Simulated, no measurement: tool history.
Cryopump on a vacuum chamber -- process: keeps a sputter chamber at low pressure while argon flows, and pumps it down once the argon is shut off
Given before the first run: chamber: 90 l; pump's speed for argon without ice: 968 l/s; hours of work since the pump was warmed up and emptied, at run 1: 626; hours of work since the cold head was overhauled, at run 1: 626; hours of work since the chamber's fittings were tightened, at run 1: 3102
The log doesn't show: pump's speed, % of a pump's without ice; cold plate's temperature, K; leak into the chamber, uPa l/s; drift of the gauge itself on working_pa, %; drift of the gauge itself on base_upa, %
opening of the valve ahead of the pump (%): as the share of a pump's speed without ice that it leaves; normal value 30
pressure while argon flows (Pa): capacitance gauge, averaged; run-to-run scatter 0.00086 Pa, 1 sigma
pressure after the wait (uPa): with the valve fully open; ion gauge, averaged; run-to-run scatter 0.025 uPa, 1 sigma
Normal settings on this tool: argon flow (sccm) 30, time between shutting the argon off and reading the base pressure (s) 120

run,hour,argon flow (sccm),time between shutting the argon off and reading the base pressure (s),opening of the valve ahead of the pump (%),hours of work since the pump was warmed up and emptied,hours of work since the cold head was overhauled,hours of work since the chamber's fittings were tightened,pressure while argon flows (Pa),pressure after the wait (uPa)
1,0,30,120,30,626,626,3102,0.1823,3.95
2,17.1,30,120,30,640,640,3116,0.181,3.98
3,29,27,120,30,650,650,3126,0.1631,4
4,37.4,30,120,30,656,656,3133,0.1822,4.11
5,55.5,30,120,30,671,671,3147,0.1816,3.96
6,66.8,30,120,23,680,680,3156,0.2357,4
7,87.1,30,120,23,697,697,3173,0.2349,4.05
8,101.6,30,120,30,708,708,3185,0.1812,4.05
9,118.5,30,25,30,722,722,3198,0.1832,6.8
10,131.4,30,25,30,732,732,3209,0.1828,6.73
11,140.6,30,25,30,740,740,3216,0.1821,6.61
12,160.9,30,25,30,756,756,3233,0.1831,6.6
13,177.3,30,25,44,770,770,3246,0.1278,6.7
14,190.6,30,120,30,780,780,3257,0.1821,4.36
15,203.5,30,49,41,791,791,3267,0.1361,5.26
16,212.4,30,95,41,798,798,3274,0.1366,4.42
17,224.3,13,87,29,808,808,3284,0.0831,4.54
18,232.8,43,195,16,814,814,3291,0.4825,3.96
19,250.3,43,195,16,829,829,3305,0.4835,4.09
20,266.5,18,177,16,842,842,3318,0.2028,4.1
21,282,31,233,38,854,854,3331,0.1531,4.15
22,296.2,19,167,38,866,866,3342,0.0941,4.18
23,307.1,19,167,38,875,875,3351,0.0938,4.28
24,321.5,19,167,38,886,886,3362,0.0931,4.17
25,338.9,26,120,23,900,900,3377,0.2048,4.31
26,356.8,18,31,31,915,915,3391,0.1076,6.38
27,374.9,18,31,31,929,929,3406,0.1079,6.5

Each run again, without the hidden state but with its own random variation kept:
run,pressure while argon flows (Pa),pressure after the wait (uPa)
1,0.1755,0.97
2,0.1741,0.99
3,0.1567,0.96
4,0.1751,1.01
5,0.1743,0.97
6,0.2283,0.98
7,0.2273,0.97
8,0.1735,0.96
9,0.1752,3.59
10,0.1748,3.54
11,0.1739,3.48
12,0.1748,3.46
13,0.1193,3.51
14,0.1735,1.01
15,0.1274,1.98
16,0.1277,1.15
17,0.0792,1.23
18,0.4696,0.68
19,0.4703,0.74
20,0.1972,0.76
21,0.1433,0.69
22,0.088,0.78
23,0.0876,0.82
24,0.0869,0.78
25,0.1961,0.94
26,0.1015,2.89
27,0.1017,2.95

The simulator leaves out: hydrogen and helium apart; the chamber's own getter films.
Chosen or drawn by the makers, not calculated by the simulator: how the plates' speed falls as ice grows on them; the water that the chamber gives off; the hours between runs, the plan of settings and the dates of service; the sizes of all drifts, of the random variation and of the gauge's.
